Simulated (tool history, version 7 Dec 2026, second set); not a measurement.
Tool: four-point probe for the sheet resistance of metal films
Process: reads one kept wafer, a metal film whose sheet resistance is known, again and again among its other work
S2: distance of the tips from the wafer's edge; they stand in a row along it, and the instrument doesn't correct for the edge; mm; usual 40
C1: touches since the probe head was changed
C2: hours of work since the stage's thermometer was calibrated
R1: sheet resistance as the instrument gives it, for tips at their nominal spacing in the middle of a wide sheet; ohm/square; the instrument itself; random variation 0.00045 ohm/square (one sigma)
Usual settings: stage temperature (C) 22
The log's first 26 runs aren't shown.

run 27 hour=1865.4 | stage_temperature_(C)=19 S2=19 | C1=52587 C2=387 | R1=2.231647
run 28 hour=1948.5 | stage_temperature_(C)=24 S2=11 | C1=53464 C2=421 | R1=2.22956
run 29 hour=2031.4 | stage_temperature_(C)=27 S2=11 | C1=54341 C2=455 | R1=2.226234
run 30 hour=2092.2 | stage_temperature_(C)=27 S2=11 | C1=54983 C2=480 | R1=2.226238
run 31 hour=2167.4 | stage_temperature_(C)=23 S2=4 | C1=55777 C2=511 | R1=2.255623
run 32 hour=2264.8 | stage_temperature_(C)=23 S2=4 | C1=56806 C2=551 | R1=2.255386
run 33 hour=2336.8 | stage_temperature_(C)=34 S2=8 | C1=57566 C2=581 | R1=2.222974
run 34 hour=2384.2 | stage_temperature_(C)=26 S2=68 | C1=58067 C2=600 | R1=2.222401
run 35 hour=2450.3 | stage_temperature_(C)=24 S2=46 | C1=58766 C2=627 | R1=2.223253
run 36 hour=2497.4 | stage_temperature_(C)=34 S2=17 | C1=59264 C2=647 | R1=2.217215
run 37 hour=2551.1 | stage_temperature_(C)=34 S2=17 | C1=59831 C2=669 | R1=2.216526
run 38 hour=2642.8 | stage_temperature_(C)=33 S2=20 | C1=60799 C2=706 | R1=2.216305
run 39 hour=2713.7 | stage_temperature_(C)=32 S2=20 | C1=61548 C2=735 | R1=2.217532
run 40 hour=2780.2 | stage_temperature_(C)=32 S2=20 | C1=62251 C2=763 | R1=2.216829
run 41 hour=2837.1 | stage_temperature_(C)=24 S2=55 | C1=62852 C2=786 | R1=2.222734
run 42 hour=2899.1 | stage_temperature_(C)=22 S2=6 | C1=63507 C2=811 | R1=2.237084

Forecast each of these 5 alternatives for the next run:
run A hour=2992.8 | stage_temperature_(C)=29 S2=15 | C1=64497 C2=850 | R1=?
run B hour=2992.8 | stage_temperature_(C)=21 S2=40 | C1=64497 C2=850 | R1=?
run C hour=2992.8 | stage_temperature_(C)=30 S2=72 | C1=64497 C2=850 | R1=?
run D hour=2992.8 | stage_temperature_(C)=33 S2=21 | C1=64497 C2=850 | R1=?
run E hour=2992.8 | stage_temperature_(C)=22 S2=20 | C1=64497 C2=850 | R1=?

run=A R1=2.220143
run=B R1=2.225072
run=C R1=2.21722
run=D R1=2.215324
run=E R1=2.223542
Without the tool's hidden state the same runs would have given:
run=A R1=2.233933
run=B R1=2.238925
run=C R1=2.230989
run=D R1=2.22907
run=E R1=2.237381

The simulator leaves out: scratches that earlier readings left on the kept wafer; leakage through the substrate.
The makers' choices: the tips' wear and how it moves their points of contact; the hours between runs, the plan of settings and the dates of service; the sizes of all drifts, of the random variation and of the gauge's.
